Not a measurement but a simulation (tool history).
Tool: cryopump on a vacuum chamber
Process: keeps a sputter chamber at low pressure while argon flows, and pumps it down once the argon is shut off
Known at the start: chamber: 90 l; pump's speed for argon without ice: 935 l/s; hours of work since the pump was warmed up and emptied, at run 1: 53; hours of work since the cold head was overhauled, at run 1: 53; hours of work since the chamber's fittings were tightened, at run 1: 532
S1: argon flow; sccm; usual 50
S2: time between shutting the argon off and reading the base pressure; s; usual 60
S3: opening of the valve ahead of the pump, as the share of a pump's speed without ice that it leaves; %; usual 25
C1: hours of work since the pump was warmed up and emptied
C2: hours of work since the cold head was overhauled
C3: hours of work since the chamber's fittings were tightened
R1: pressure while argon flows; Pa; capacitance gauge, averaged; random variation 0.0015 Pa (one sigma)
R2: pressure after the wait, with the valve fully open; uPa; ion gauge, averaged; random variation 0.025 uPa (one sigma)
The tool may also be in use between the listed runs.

| run | hour | S1 | S2 | S3 | C1 | C2 | C3 | R1 | R2 |
|---|---|---|---|---|---|---|---|---|---|
| 1 | 0.0 | 50 | 60 | 25 | 53 | 53 | 532 | 0.3633 | 1.57 |
| 2 | 36.6 | 50 | 60 | 25 | 70 | 70 | 550 | 0.3638 | 1.53 |
| 3 | 70.2 | 50 | 60 | 25 | 87 | 87 | 566 | 0.3656 | 1.60 |
| 4 | 101.2 | 50 | 60 | 19 | 101 | 101 | 581 | 0.4827 | 1.56 |
| 5 | 118.7 | 50 | 60 | 19 | 110 | 110 | 589 | 0.4784 | 1.65 |
| 6 | 153.2 | 50 | 60 | 19 | 126 | 126 | 606 | 0.4844 | 1.72 |
| 7 | 194.2 | 50 | 60 | 55 | 146 | 146 | 626 | 0.1687 | 1.68 |
| 8 | 217.4 | 50 | 27 | 25 | 157 | 157 | 637 | 0.3669 | 2.49 |
| 9 | 250.1 | 50 | 27 | 25 | 173 | 173 | 653 | 0.3654 | 2.53 |
| 10 | 282.6 | 50 | 27 | 25 | 189 | 189 | 668 | 0.3681 | 2.58 |
| 11 | 301.4 | 50 | 27 | 25 | 198 | 198 | 677 | 0.3703 | 2.58 |
| 12 | 331.1 | 50 | 60 | 25 | 212 | 212 | 692 | 0.3687 | 1.79 |
| 13 | 354.2 | 50 | 60 | 25 | 223 | 223 | 703 | 0.3697 | 1.79 |
| 14 | 377.6 | 50 | 60 | 25 | 235 | 235 | 714 | 0.3689 | 1.77 |
| 15 | 395.6 | 50 | 60 | 25 | 243 | 243 | 723 | 0.3687 | 1.81 |
| 16 | 429.4 | 50 | 60 | 25 | 259 | 259 | 739 | 0.3737 | 1.83 |
| 17 | 455.8 | 50 | 89 | 25 | 272 | 272 | 752 | 0.3710 | 1.62 |
| 18 | 494.8 | 37 | 60 | 31 | 291 | 291 | 770 | 0.2241 | 1.96 |
| 19 | 531.9 | 41 | 76 | 33 | 309 | 309 | 788 | 0.2340 | 1.78 |
| 20 | 556.3 | 26 | 244 | 26 | 321 | 321 | 800 | 0.1859 | 1.42 |
| 21 | 579.6 | 79 | 23 | 47 | 332 | 332 | 811 | 0.3216 | 3.02 |
| 22 | 619.0 | 79 | 286 | 27 | 351 | 351 | 830 | 0.5474 | 1.46 |
| 23 | 654.8 | 27 | 39 | 24 | 368 | 368 | 847 | 0.2107 | 2.35 |
| 24 | 676.5 | 32 | 154 | 22 | 378 | 378 | 858 | 0.2713 | 1.66 |
| 25 | 713.2 | 80 | 38 | 25 | 396 | 396 | 876 | 0.5986 | 2.45 |
| 26 | 745.2 | 80 | 38 | 25 | 412 | 412 | 891 | 0.6035 | 2.45 |
| 27 | 778.5 | 50 | 60 | 28 | 428 | 428 | 907 | 0.3372 | 2.10 |
| 28 | 815.1 | 53 | 60 | 58 | 445 | 445 | 925 | 0.1816 | 2.14 |
| 29 | 841.0 | 46 | 102 | 21 | 458 | 458 | 937 | 0.4088 | 1.87 |
| 30 | 872.3 | 46 | 102 | 21 | 473 | 473 | 952 | 0.4070 | 1.89 |
| 31 | 907.3 | 46 | 102 | 21 | 490 | 490 | 969 | 0.4119 | 1.93 |
| 32 | 929.9 | 46 | 102 | 21 | 500 | 500 | 980 | 0.4113 | 1.91 |
| 33 | 967.5 | 93 | 201 | 15 | 519 | 519 | 998 | 1.1439 | 1.81 |

5 ways to go on from here, each from the tool as it stands after run 33. What would each give?
| A | 990.4 | 93 | 64 | 26 | 530 | 530 | 1009 | ? | ? |
| B | 990.4 | 93 | 121 | 15 | 530 | 530 | 1009 | ? | ? |
| C | 990.4 | 50 | 25 | 25 | 530 | 530 | 1009 | ? | ? |
| D | 990.4 | 26 | 34 | 42 | 530 | 530 | 1009 | ? | ? |
| E | 990.4 | 21 | 210 | 25 | 530 | 530 | 1009 | ? | ? |

| run | R1 | R2 |
|---|---|---|
| A | 0.6762 | 2.26 |
| B | 1.1589 | 1.94 |
| C | 0.3784 | 3.12 |
| D | 0.1202 | 2.78 |
| E | 0.1586 | 1.74 |
Without the tool's hidden state the same runs would have given:
| run | R1 | R2 |
|---|---|---|
| A | 0.6432 | 0.96 |
| B | 1.1256 | 0.65 |
| C | 0.3607 | 1.86 |
| D | 0.1109 | 1.48 |
| E | 0.1512 | 0.49 |
